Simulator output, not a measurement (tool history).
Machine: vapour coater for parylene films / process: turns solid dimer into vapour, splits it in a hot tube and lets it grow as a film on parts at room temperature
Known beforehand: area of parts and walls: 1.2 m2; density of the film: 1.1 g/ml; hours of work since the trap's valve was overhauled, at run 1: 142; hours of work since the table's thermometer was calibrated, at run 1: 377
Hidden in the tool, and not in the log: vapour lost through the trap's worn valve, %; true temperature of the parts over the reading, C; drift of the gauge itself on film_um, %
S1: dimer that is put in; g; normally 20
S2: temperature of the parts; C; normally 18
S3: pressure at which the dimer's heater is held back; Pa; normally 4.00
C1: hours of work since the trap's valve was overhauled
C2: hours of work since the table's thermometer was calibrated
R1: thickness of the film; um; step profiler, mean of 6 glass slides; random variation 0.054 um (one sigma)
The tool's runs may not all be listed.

run,day,S1,S2,S3,C1,C2,R1
1,0.000,20,18,4.00,142,377,8.02
2,0.550,20,18,4.00,149,384,8.10
3,0.988,20,18,4.00,155,389,8.12
4,1.738,20,18,4.00,164,399,8.01
5,2.221,20,18,4.00,171,405,7.96
6,2.742,20,18,4.00,177,412,7.95
7,3.254,20,18,4.00,184,418,7.88
8,4.121,20,18,4.00,195,429,7.88
9,4.521,20,18,4.00,200,434,7.91
10,5.200,20,18,4.00,208,443,7.81
11,5.883,20,18,4.00,217,452,7.78
12,6.604,20,26,4.00,226,461,5.32
13,7.017,20,26,4.00,231,466,5.33
14,7.429,20,26,4.00,237,471,5.24
15,7.975,20,26,4.00,244,478,5.28
16,8.704,20,26,4.00,253,487,5.26
17,9.579,28,14,4.00,264,498,12.93
18,10.246,14,11,5.91,272,507,7.11
19,10.929,14,11,5.91,281,516,7.15
20,11.704,20,22,2.72,291,525,6.47
21,12.375,9,20,10.82,299,534,2.76
22,12.792,9,20,10.82,305,539,2.75
23,13.312,15,29,4.97,311,546,3.21
24,13.842,15,29,4.97,318,552,3.27
25,14.354,24,13,4.00,325,559,11.35
# day 14.958: trap's valve overhauled
26,15.192,23,28,2.64,3,567,6.47
27,16.054,23,28,2.64,14,578,6.52
28,16.792,12,14,4.00,23,588,6.26
29,17.404,11,21,2.07,31,596,4.34
30,18.196,11,28,3.56,41,606,2.94
31,18.700,11,28,3.56,47,612,2.96
32,19.350,13,20,8.77,56,620,4.62

Branching from run 32: 3 alternative next runs. What would each branch give?
A,19.842,22,18,9.33,62,626,?
B,19.842,16,20,8.77,62,626,?
C,19.842,13,17,8.77,62,626,?

run,R1
A,8.46
B,5.63
C,5.31
What these runs would have given with no unlogged condition in the tool:
run,R1
A,8.37
B,5.57
C,5.26

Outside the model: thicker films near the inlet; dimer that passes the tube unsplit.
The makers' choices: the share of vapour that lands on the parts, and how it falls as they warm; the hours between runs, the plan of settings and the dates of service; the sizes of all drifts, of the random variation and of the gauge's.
